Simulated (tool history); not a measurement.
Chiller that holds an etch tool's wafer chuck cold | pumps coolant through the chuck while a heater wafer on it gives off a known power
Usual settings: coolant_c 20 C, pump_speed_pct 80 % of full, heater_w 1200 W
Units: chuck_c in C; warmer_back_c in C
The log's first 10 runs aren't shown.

run 11 day=32.575 | coolant_c=20 pump_speed_pct=79 heater_w=1200 | chuck_c=32 warmer_back_c=4.85
run 12 day=36.579 | coolant_c=20 pump_speed_pct=80 heater_w=802 | chuck_c=27.9 warmer_back_c=3.16
run 13 day=38.842 | coolant_c=20 pump_speed_pct=80 heater_w=802 | chuck_c=27.8 warmer_back_c=3.19
run 14 day=42.121 | coolant_c=20 pump_speed_pct=80 heater_w=802 | chuck_c=27.6 warmer_back_c=3.19
run 15 day=45.104 | coolant_c=20 pump_speed_pct=80 heater_w=1200 | chuck_c=32.3 warmer_back_c=4.83
run 16 day=47.229 | coolant_c=20 pump_speed_pct=80 heater_w=1200 | chuck_c=32.2 warmer_back_c=4.83
run 17 day=49.704 | coolant_c=10 pump_speed_pct=80 heater_w=1363 | chuck_c=24.1 warmer_back_c=5.52
run 18 day=52.158 | coolant_c=26 pump_speed_pct=81 heater_w=851 | chuck_c=34.6 warmer_back_c=3.38
run 19 day=56.796 | coolant_c=26 pump_speed_pct=81 heater_w=851 | chuck_c=34.6 warmer_back_c=3.39
run 20 day=60.967 | coolant_c=26 pump_speed_pct=87 heater_w=1195 | chuck_c=37.9 warmer_back_c=4.4
-- day=61.912 coolant changed, channels flushed
run 21 day=64.692 | coolant_c=15 pump_speed_pct=87 heater_w=1195 | chuck_c=24.1 warmer_back_c=4.48
-- day=65.079 chiller's thermometer calibrated
run 22 day=67.5 | coolant_c=20 pump_speed_pct=80 heater_w=1275 | chuck_c=30.8 warmer_back_c=5.25
run 23 day=71.192 | coolant_c=28 pump_speed_pct=85 heater_w=1200 | chuck_c=37.3 warmer_back_c=4.59
run 24 day=74.825 | coolant_c=16 pump_speed_pct=68 heater_w=727 | chuck_c=22.5 warmer_back_c=3.6
-- day=77.075 chiller's thermometer calibrated, once more
run 25 day=77.192 | coolant_c=16 pump_speed_pct=68 heater_w=727 | chuck_c=23.7 warmer_back_c=3.64
run 26 day=81.062 | coolant_c=16 pump_speed_pct=67 heater_w=1474 | chuck_c=32.4 warmer_back_c=7.54
run 27 day=84.383 | coolant_c=21 pump_speed_pct=89 heater_w=1474 | chuck_c=33.6 warmer_back_c=5.45
run 28 day=88.229 | coolant_c=22 pump_speed_pct=80 heater_w=1200 | chuck_c=33.5 warmer_back_c=5.02
run 29 day=92.104 | coolant_c=20 pump_speed_pct=91 heater_w=685 | chuck_c=25.7 warmer_back_c=2.47
run 30 day=96.771 | coolant_c=20 pump_speed_pct=91 heater_w=685 | chuck_c=25.8 warmer_back_c=2.48
run 31 day=98.758 | coolant_c=20 pump_speed_pct=88 heater_w=665 | chuck_c=25.9 warmer_back_c=2.57

Forecast each of these 3 alternatives for the next run:
run A day=103.412 | coolant_c=10 pump_speed_pct=64 heater_w=1235 | chuck_c=? warmer_back_c=?
run B day=103.412 | coolant_c=16 pump_speed_pct=98 heater_w=665 | chuck_c=? warmer_back_c=?
run C day=103.412 | coolant_c=10 pump_speed_pct=88 heater_w=1464 | chuck_c=? warmer_back_c=?

run=A chuck_c=24.9 warmer_back_c=6.8
run=B chuck_c=21.4 warmer_back_c=2.23
run=C chuck_c=23.1 warmer_back_c=5.66
Without the tool's hidden state the same runs would have given:
run=A chuck_c=22.2 warmer_back_c=5.61
run=B chuck_c=20.5 warmer_back_c=1.83
run=C chuck_c=20.7 warmer_back_c=4.67

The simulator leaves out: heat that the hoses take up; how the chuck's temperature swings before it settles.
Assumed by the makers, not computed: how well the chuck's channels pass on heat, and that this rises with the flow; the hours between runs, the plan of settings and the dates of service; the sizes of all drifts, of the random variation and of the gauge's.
